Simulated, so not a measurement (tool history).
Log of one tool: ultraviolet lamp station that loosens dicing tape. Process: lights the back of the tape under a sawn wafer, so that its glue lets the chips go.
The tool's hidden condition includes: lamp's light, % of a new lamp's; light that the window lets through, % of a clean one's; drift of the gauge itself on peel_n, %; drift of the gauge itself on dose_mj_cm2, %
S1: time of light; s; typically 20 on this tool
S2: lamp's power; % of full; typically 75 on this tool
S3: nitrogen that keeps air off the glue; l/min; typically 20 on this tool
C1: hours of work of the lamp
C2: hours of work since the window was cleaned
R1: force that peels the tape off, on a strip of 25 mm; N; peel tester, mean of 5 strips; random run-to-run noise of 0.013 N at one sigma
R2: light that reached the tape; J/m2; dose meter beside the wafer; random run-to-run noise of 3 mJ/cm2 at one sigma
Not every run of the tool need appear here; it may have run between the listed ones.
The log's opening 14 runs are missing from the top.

run	hour	S1	S2	S3	C1	C2	R1	R2
15	193.3	20	69	20	610	62	0.997	3600
16	209.8	20	75	17	621	72	0.945	3830
17	220.3	20	75	17	627	79	0.911	3830
18	229.9	33	75	39	633	85	0.265	6340
19	241.0	33	75	39	640	91	0.267	6250
20	251.1	33	75	39	646	98	0.263	6220
21	270.8	11	75	20	658	110	2.753	2090
22	284.0	11	75	14	667	118	2.977	2060
23	296.3	11	75	26	674	126	2.583	2040
24	314.5	11	75	26	685	137	2.500	2010
25	331.5	18	75	35	696	147	0.979	3330
26	352.4	20	89	20	709	160	0.663	4290
27	371.5	20	89	20	721	172	0.688	4270
28	383.1	20	75	26	728	179	0.903	3560
29	398.2	31	75	7	737	189	0.684	5540
30	410.6	27	100	27	745	196	0.274	6420
31	429.9	20	75	10	757	208	1.500	3530
32	443.2	20	75	10	765	217	1.437	3500
# hour 457.4: window cleaned of glue's vapour
33	464.7	14	96	14	778	5	1.224	3430
34	478.9	14	96	14	787	13	1.345	3390

5 ways to go on from here, each from the tool as it stands after run 34. What would each give?
A	500.2	20	76	20	800	26	?	?
B	500.2	31	96	6	800	26	?	?
C	500.2	14	96	18	800	26	?	?
D	500.2	12	75	20	800	26	?	?
E	500.2	14	84	18	800	26	?	?

run	R1	R2
A	0.879	3810
B	0.396	7500
C	1.208	3360
D	2.386	2270
E	1.569	2980
Stripped of hidden state, with their random variation kept, the same runs would have yielded:
run	R1	R2
A	0.588	4570
B	0.291	9000
C	0.820	4030
D	1.765	2720
E	1.094	3570
